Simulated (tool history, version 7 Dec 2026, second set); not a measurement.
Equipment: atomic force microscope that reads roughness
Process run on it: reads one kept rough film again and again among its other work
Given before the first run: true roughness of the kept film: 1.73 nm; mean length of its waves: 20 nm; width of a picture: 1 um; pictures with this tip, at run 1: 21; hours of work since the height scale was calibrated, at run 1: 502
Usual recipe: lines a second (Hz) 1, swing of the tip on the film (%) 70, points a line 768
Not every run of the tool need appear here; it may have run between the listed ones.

run   hour  lines a second (Hz)  swing of the tip on the film (%)  points a line  pictures with this tip  hours of work since the height scale was calibrated  roughness of the kept film (nm (root mean square))
  1      0                    1                                70            768                      21                                                  502                                               1.352
  2   20.7                    1                                70            768                      52                                                  511                                               1.236
  3   57.8                    1                                70            768                     107                                                  528                                                1.06
      64.8  -- new tip fitted
  4   74.4                    1                                70            768                      14                                                  535                                               1.363
  5  104.4                    1                                70            768                      59                                                  549                                                1.18
  6  134.8                    1                                57            768                     104                                                  563                                               1.048
     141.8  -- new tip fitted
  7  156.6                    1                                57            768                      22                                                  572                                               1.337
  8  192.5                    1                                70            768                      76                                                  589                                               1.132
     218.3  -- new tip fitted
  9  229.2                    1                                70            768                      17                                                  605                                               1.367
 10  251.5                    1                                70            768                      50                                                  615                                               1.211
 11  289.8                    1                                70            768                     107                                                  632                                               1.034
     296.3  -- new tip fitted
 12  306.6                    1                                56            438                      15                                                  640                                               1.365
 13  338.8                 1.06                                83            740                      63                                                  654                                               1.138
 14  369.1                 1.59                                60            768                     109                                                  668                                               1.055
     374.1  -- new tip fitted
 15  402.7                    1                                75            768                      43                                                  683                                               1.241
 16  435.5                    1                                70            339                      92                                                  698                                               1.063
     450.3  -- new tip fitted
 17  451.7                 1.09                                70            339                       2                                                  705                                               1.403
 18  469.7                 1.42                                57            306                      29                                                  713                                               1.309
 19  497.5                 1.42                                57            306                      71                                                  726                                               1.124
       529  -- new tip fitted
 20  529.3                 1.42                                57            306                       0                                                  740                                               1.414
 21  552.9                 1.42                                57            306                      36                                                  751                                               1.253

What if the next run were any one of these 4? Each begins from the tool's condition after run 21:
  A  584.1                 1.73                                83            390                      82                                                  765                                                   ?
  B  584.1                 2.09                                71            590                      82                                                  765                                                   ?
  C  584.1                 1.48                                74            722                      82                                                  765                                                   ?
  D  584.1                 0.59                                57            551                      82                                                  765                                                   ?

run  roughness of the kept film (nm (root mean square))
  A                                               1.041
  B                                               1.078
  C                                               1.086
  D                                               1.115
Without the tool's unlogged condition, the same runs would have read:
run  roughness of the kept film (nm (root mean square))
  A                                               1.355
  B                                               1.401
  C                                               1.412
  D                                                1.45
